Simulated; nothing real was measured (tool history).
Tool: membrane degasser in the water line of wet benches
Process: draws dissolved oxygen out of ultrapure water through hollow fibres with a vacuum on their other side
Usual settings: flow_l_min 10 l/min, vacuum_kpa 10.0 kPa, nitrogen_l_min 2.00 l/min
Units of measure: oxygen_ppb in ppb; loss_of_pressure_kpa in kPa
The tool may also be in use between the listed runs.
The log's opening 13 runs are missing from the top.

| run | hour | flow_l_min | vacuum_kpa | nitrogen_l_min | hours since the membrane was changed | hours since the vacuum gauge was calibrated | hours since the vacuum lines were made tight | oxygen_ppb | loss_of_pressure_kpa |
|---|---|---|---|---|---|---|---|---|---|
| 14 | 1638.8 | 10 | 10.0 | 2.00 | 6065 | 286 | 2051 | 91.3 | 50.05 |
| 15 | 1739.2 | 10 | 10.0 | 2.00 | 6165 | 386 | 2151 | 91.3 | 50.41 |
| 16 | 1809.4 | 16 | 10.0 | 2.00 | 6235 | 456 | 2222 | 184.4 | 80.34 |
| 17 | 1931.9 | 16 | 19.4 | 2.90 | 6358 | 579 | 2344 | 266.2 | 80.63 |
| 18 | 2080.4 | 9 | 7.5 | 2.99 | 6506 | 727 | 2493 | 37.1 | 45.39 |
| 19 | 2228.3 | 9 | 7.5 | 2.99 | 6654 | 875 | 2640 | 37.2 | 45.15 |
|  | 2276.0 | vacuum gauge calibrated, once more |
| 20 | 2346.6 | 9 | 7.5 | 2.99 | 6772 | 71 | 2758 | 36.8 | 45.14 |
| 21 | 2460.4 | 9 | 7.5 | 2.99 | 6886 | 184 | 2872 | 37.0 | 45.38 |
| 22 | 2587.6 | 9 | 10.0 | 3.06 | 7013 | 312 | 2999 | 54.6 | 45.36 |
| 23 | 2681.4 | 9 | 10.0 | 2.76 | 7107 | 405 | 3093 | 59.5 | 45.43 |
| 24 | 2758.8 | 11 | 9.3 | 1.03 | 7184 | 483 | 3170 | 166.3 | 55.53 |
| 25 | 2869.1 | 11 | 9.3 | 1.03 | 7295 | 593 | 3281 | 166.1 | 55.50 |
| 26 | 3008.6 | 11 | 9.4 | 1.61 | 7434 | 733 | 3420 | 114.7 | 55.51 |
| 27 | 3130.2 | 7 | 9.4 | 0.89 | 7556 | 854 | 3542 | 122.4 | 35.43 |
| 28 | 3262.0 | 13 | 10.0 | 0.81 | 7688 | 986 | 3674 | 270.2 | 65.86 |
| 29 | 3411.8 | 13 | 10.0 | 0.81 | 7837 | 1136 | 3823 | 267.5 | 65.55 |
| 30 | 3558.1 | 13 | 10.0 | 0.81 | 7984 | 1282 | 3970 | 269.4 | 65.42 |
| 31 | 3668.9 | 10 | 8.2 | 2.54 | 8094 | 1393 | 4081 | 56.8 | 50.78 |

Consider 4 possible next runs. They are alternatives, not a sequence: every one starts from the tool as it was left by run 31. What does each give?
| A | 3784.1 | 13 | 17.7 | 0.89 | 8210 | 1508 | 4196 | ? | ? |
| B | 3784.1 | 10 | 8.2 | 0.85 | 8210 | 1508 | 4196 | ? | ? |
| C | 3784.1 | 10 | 10.0 | 4.46 | 8210 | 1508 | 4196 | ? | ? |
| D | 3784.1 | 11 | 21.2 | 0.89 | 8210 | 1508 | 4196 | ? | ? |

| run | oxygen_ppb | loss_of_pressure_kpa |
|---|---|---|
| A | 491.9 | 65.49 |
| B | 147.7 | 50.48 |
| C | 46.4 | 50.79 |
| D | 512.2 | 55.58 |
Stripped of hidden state, with their random variation kept, the same runs would have yielded:
| run | oxygen_ppb | loss_of_pressure_kpa |
|---|---|---|
| A | 480.7 | 64.06 |
| B | 142.9 | 49.38 |
| C | 43.9 | 49.68 |
| D | 499.5 | 54.36 |

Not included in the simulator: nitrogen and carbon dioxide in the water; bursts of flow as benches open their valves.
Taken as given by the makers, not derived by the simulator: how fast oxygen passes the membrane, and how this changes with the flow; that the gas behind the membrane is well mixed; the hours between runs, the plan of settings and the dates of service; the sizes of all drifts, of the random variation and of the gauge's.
